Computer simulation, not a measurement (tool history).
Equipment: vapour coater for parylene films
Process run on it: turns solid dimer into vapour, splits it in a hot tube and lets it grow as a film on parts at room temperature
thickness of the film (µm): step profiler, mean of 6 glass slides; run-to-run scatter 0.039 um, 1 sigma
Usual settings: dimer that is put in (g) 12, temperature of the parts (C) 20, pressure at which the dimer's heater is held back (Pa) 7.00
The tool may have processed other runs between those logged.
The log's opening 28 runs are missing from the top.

run    hour  dimer that is put in (g)  temperature of the parts (C)  pressure at which the dimer's heater is held back (Pa)  hours of work since the trap's valve was overhauled  hours of work since the table's thermometer was calibrated  thickness of the film (µm)
 29  1127.9                        13                            30                                                    3.00                                                  530                                                         814                        3.96
 30  1154.3                        16                            20                                                    7.00                                                  548                                                         832                        5.67
 31  1193.7                        16                            20                                                    7.00                                                  575                                                         859                        5.62
 32  1249.0                        16                            20                                                    7.00                                                  613                                                         897                        5.60
 33  1272.6                         8                            20                                                    8.94                                                  629                                                         913                        2.65
 34  1309.5                         8                            20                                                    8.94                                                  654                                                         938                        2.72
 35  1357.6                         7                            25                                                    8.94                                                  687                                                         971                        2.14
     1368.4  -- trap's valve overhauled
 36  1393.9                         7                            25                                                    8.94                                                   17                                                         993                        2.14
 37  1441.3                         7                            25                                                    8.94                                                   50                                                        1025                        2.15
 38  1484.2                         7                            25                                                    8.94                                                   79                                                        1054                        2.12
 39  1531.4                         7                            25                                                    8.94                                                  111                                                        1087                        2.15
 40  1558.2                        16                            20                                                    8.86                                                  129                                                        1105                        5.45
 41  1581.0                        11                            22                                                    2.60                                                  145                                                        1120                        4.06
 42  1621.6                         9                            22                                                    2.60                                                  173                                                        1148                        3.37
 43  1677.0                         9                            24                                                    2.41                                                  210                                                        1186                        3.25
 44  1729.7                         9                            24                                                    2.41                                                  246                                                        1222                        3.29
 45  1761.7                         9                            24                                                    2.41                                                  268                                                        1244                        3.22
 46  1814.9                        12                            30                                                   10.28                                                  304                                                        1280                        3.26
 47  1841.2                        12                            15                                                    7.00                                                  322                                                        1298                        4.63

Consider 4 possible next runs. They are alternatives, not a sequence: every one starts from the tool as it was left by run 47. What does each give?
  A  1887.8                        13                            17                                                    7.63                                                  354                                                        1330                           ?
  B  1887.8                        11                            15                                                    7.00                                                  354                                                        1330                           ?
  C  1887.8                        14                            26                                                    2.19                                                  354                                                        1330                           ?
  D  1887.8                        11                            15                                                    7.00                                                  354                                                        1330                           ?

run  thickness of the film (µm)
  A                        4.76
  B                        4.20
  C                        4.87
  D                        4.25
Stripped of hidden state, with their random variation kept, the same runs would have yielded:
run  thickness of the film (µm)
  A                        4.77
  B                        4.21
  C                        4.88
  D                        4.26

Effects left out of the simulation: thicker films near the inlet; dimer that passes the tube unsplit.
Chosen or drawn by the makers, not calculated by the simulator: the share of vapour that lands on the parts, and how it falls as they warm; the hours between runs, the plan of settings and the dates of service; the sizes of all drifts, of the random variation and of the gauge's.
